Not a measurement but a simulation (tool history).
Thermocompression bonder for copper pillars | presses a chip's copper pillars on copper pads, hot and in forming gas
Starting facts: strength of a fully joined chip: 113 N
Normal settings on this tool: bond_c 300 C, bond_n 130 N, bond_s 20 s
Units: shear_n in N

{"run": 1, "hour": 0.0, "bond_c": 300, "bond_n": 130, "bond_s": 20, "shear_n": 52.1}
{"run": 2, "hour": 12.5, "bond_c": 300, "bond_n": 130, "bond_s": 20, "shear_n": 52}
{"run": 3, "hour": 22.6, "bond_c": 300, "bond_n": 130, "bond_s": 20, "shear_n": 51.4}
{"run": 4, "hour": 33.5, "bond_c": 300, "bond_n": 130, "bond_s": 20, "shear_n": 51.5}
{"run": 5, "hour": 42.3, "bond_c": 300, "bond_n": 130, "bond_s": 20, "shear_n": 51.6}
{"run": 6, "hour": 56.1, "bond_c": 300, "bond_n": 130, "bond_s": 20, "shear_n": 51.6}
{"run": 7, "hour": 67.9, "bond_c": 300, "bond_n": 130, "bond_s": 20, "shear_n": 52.5}
{"run": 8, "hour": 85.1, "bond_c": 300, "bond_n": 120, "bond_s": 20, "shear_n": 49.8}
{"run": 9, "hour": 98.9, "bond_c": 300, "bond_n": 120, "bond_s": 20, "shear_n": 50.1}
{"run": 10, "hour": 106.4, "bond_c": 300, "bond_n": 130, "bond_s": 20, "shear_n": 51.6}
{"run": 11, "hour": 118.8, "bond_c": 300, "bond_n": 86, "bond_s": 17, "shear_n": 39.7}
{"run": 12, "hour": 133.0, "bond_c": 294, "bond_n": 145, "bond_s": 14, "shear_n": 45.4}
{"run": 13, "hour": 141.1, "bond_c": 326, "bond_n": 101, "bond_s": 14, "shear_n": 50.3}
{"run": 14, "hour": 157.7, "bond_c": 270, "bond_n": 171, "bond_s": 32, "shear_n": 52.5}
{"run": 15, "hour": 174.8, "bond_c": 292, "bond_n": 107, "bond_s": 13, "shear_n": 36.8}
{"run": 16, "hour": 184.2, "bond_c": 292, "bond_n": 107, "bond_s": 13, "shear_n": 36.9}
{"run": 17, "hour": 201.0, "bond_c": 292, "bond_n": 107, "bond_s": 13, "shear_n": 36.6}
{"run": 18, "hour": 210.8, "bond_c": 292, "bond_n": 95, "bond_s": 58, "shear_n": 59.9}
{"run": 19, "hour": 226.1, "bond_c": 300, "bond_n": 182, "bond_s": 30, "shear_n": 67.9}
{"run": 20, "hour": 236.8, "bond_c": 300, "bond_n": 130, "bond_s": 23, "shear_n": 53.8}

3 options for the next run, each taken on its own from the tool as it stands now. Forecast them:
{"run": "A", "hour": 252.2, "bond_c": 319, "bond_n": 102, "bond_s": 59, "shear_n": "?"}
{"run": "B", "hour": 252.2, "bond_c": 290, "bond_n": 150, "bond_s": 59, "shear_n": "?"}
{"run": "C", "hour": 252.2, "bond_c": 316, "bond_n": 130, "bond_s": 23, "shear_n": "?"}

run=A shear_n=74.9
run=B shear_n=71
run=C shear_n=61.3
What these runs would have given with no unlogged condition in the tool:
run=A shear_n=77.3
run=B shear_n=72.9
run=C shear_n=62.8
